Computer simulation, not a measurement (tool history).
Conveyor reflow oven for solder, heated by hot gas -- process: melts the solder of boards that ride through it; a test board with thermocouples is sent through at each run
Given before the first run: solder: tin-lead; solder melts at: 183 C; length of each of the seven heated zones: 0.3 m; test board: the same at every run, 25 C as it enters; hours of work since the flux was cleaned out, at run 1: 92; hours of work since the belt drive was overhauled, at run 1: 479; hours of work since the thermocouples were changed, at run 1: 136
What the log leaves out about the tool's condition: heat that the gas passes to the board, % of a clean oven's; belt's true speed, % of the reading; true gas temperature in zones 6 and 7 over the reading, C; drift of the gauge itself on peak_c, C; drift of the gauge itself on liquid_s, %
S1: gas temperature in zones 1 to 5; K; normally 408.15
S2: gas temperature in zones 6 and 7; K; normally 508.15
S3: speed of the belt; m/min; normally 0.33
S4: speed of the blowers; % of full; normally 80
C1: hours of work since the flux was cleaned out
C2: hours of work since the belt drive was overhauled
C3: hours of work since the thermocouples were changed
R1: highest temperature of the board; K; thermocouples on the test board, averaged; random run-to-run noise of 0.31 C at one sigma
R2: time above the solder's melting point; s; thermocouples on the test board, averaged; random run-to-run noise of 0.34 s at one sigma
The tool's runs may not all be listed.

run	hour	S1	S2	S3	S4	C1	C2	C3	R1	R2
1	0	408.15	508.15	0.33	80	92	479	136	496.95	87.8
2	55.5	408.15	508.15	0.33	80	115	503	160	496.65	88.3
3	105.6	408.15	508.15	0.33	66	137	524	181	493.05	84
4	158.5	408.15	508.15	0.385	80	160	547	204	492.65	70.6
5	216.6	408.15	508.15	0.33	80	185	572	229	496.45	88
6	262.8	408.15	522.15	0.33	80	205	592	249	509.15	97.3
7	313.3	407.15	508.15	0.33	80	226	614	271	496.05	87.5
8	340.5	407.15	508.15	0.33	80	238	625	283	496.05	87.6
9	386.7	418.15	508.15	0.33	80	258	645	302	497.15	93.7
10	417.9	418.15	508.15	0.33	80	271	659	316	497.85	93.7
11	454.7	408.15	508.15	0.33	60	287	674	332	490.85	80.6
12	513	408.15	508.15	0.33	60	312	699	357	491.35	81.2
13	553.2	408.15	508.15	0.33	60	330	717	374	491.35	80.5
14	602.8	408.15	508.15	0.33	60	351	738	395	491.15	80.9
# hour 621.8: flux residue cleaned out of gas plates and filters
15	658.9	408.15	508.15	0.33	53	16	760	417	488.05	77.8
16	706.3	408.15	508.15	0.33	53	36	781	438	489.05	77.3
17	754.3	394.15	508.15	0.289	80	57	801	458	498.25	97.5
18	808.8	395.15	508.15	0.33	80	80	825	482	494.95	80.8
19	833.5	416.15	508.15	0.33	80	91	835	492	497.65	92.5
20	865.2	416.15	508.15	0.33	80	105	849	506	497.35	92.6
21	902	411.15	498.15	0.33	66	121	865	522	484.05	76.1
22	942.2	411.15	498.15	0.33	66	138	882	539	484.65	75.7
23	970.6	411.15	498.15	0.33	66	150	894	551	484.95	76.1
24	1006.7	411.15	508.15	0.309	68	166	910	567	496.15	94.9
25	1038.7	411.15	508.15	0.309	55	179	924	581	492.05	89.7
26	1092.6	411.15	508.15	0.309	55	203	947	604	491.95	89.4
27	1130.7	411.15	508.15	0.309	55	219	963	620	492.05	89.7
28	1182.6	396.15	497.15	0.309	80	241	985	643	486.85	78.9
29	1235.9	396.15	497.15	0.309	80	264	1008	666	486.55	78.8
30	1276.5	408.15	508.15	0.33	74	282	1026	683	495.05	86.5

Take each entry between the runs: how does the hidden state at the last listed run before it differ from the hidden state at the first listed run after it?
Run 14 -> run 15: flux residue cleaned out of gas plates and filters (hour 621.8)
  heat that the gas passes to the board, % of a clean oven's: 99.8 -> 100; belt's true speed, % of the reading: 99.98 -> 99.97

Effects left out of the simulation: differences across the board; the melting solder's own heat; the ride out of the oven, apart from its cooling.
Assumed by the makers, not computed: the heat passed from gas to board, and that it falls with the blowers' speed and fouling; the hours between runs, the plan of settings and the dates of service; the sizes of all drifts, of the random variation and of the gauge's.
